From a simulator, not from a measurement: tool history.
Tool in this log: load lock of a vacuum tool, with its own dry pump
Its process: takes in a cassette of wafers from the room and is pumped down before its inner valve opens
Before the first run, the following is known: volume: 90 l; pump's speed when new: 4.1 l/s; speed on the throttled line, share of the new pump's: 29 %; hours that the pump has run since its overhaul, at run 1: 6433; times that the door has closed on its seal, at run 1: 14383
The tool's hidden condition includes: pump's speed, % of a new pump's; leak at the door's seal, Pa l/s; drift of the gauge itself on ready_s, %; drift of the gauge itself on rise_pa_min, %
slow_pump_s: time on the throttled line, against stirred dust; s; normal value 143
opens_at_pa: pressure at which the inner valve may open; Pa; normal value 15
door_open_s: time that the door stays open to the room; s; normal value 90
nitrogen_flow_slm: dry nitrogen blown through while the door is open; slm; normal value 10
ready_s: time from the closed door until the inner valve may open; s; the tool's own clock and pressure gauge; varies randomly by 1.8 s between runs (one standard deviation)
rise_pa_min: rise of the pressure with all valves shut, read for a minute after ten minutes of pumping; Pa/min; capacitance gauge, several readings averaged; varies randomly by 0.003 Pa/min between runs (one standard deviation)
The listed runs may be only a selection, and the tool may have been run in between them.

run	hour	slow_pump_s	opens_at_pa	door_open_s	nitrogen_flow_slm	hours that the pump has run since its overhaul	times that the door has closed on its seal	incoming humidity of the room's air, %	ready_s	rise_pa_min
1	0.0	143	15	90	10	6433	14383	44.0	308.0	0.060
2	160.4	143	15	90	10	6594	15111	43.6	308.5	0.068
3	252.9	143	15	230	10	6686	15531	45.2	309.6	0.080
4	410.5	143	15	230	10	6844	16246	45.6	309.5	0.084
5	505.2	143	15	230	10	6939	16676	49.5	306.6	0.087
6	627.0	88	15	230	10	7060	17229	43.8	271.5	0.087
7	792.1	121	15	90	10	7226	17979	46.8	293.0	0.070
8	929.9	121	15	90	10	7363	18604	39.4	293.8	0.074
9	1014.0	121	15	90	12	7447	18986	44.5	292.8	0.072
10	1098.4	143	15	90	10	7532	19369	42.5	309.5	0.079
11	1215.8	187	10	47	34	7649	19902	44.0	348.0	0.061
12	1349.4	187	10	47	34	7783	20509	42.7	353.9	0.065
13	1522.8	187	10	47	34	7956	21296	41.4	350.4	0.063
14	1600.2	152	15	188	10	8034	21647	45.6	315.2	0.099
15	1735.2	152	15	188	10	8169	22260	46.9	317.6	0.108

Forecast run 16:
16	1848.8	152	15	188	10	8282	22775	47.6	?	?

ready_s: 314.6 s
rise_pa_min: 0.108 Pa/min
On a tool with no hidden condition, and with the same random variation, this run would have come out at ready_s 300.2 s, rise_pa_min 0.044 Pa/min.
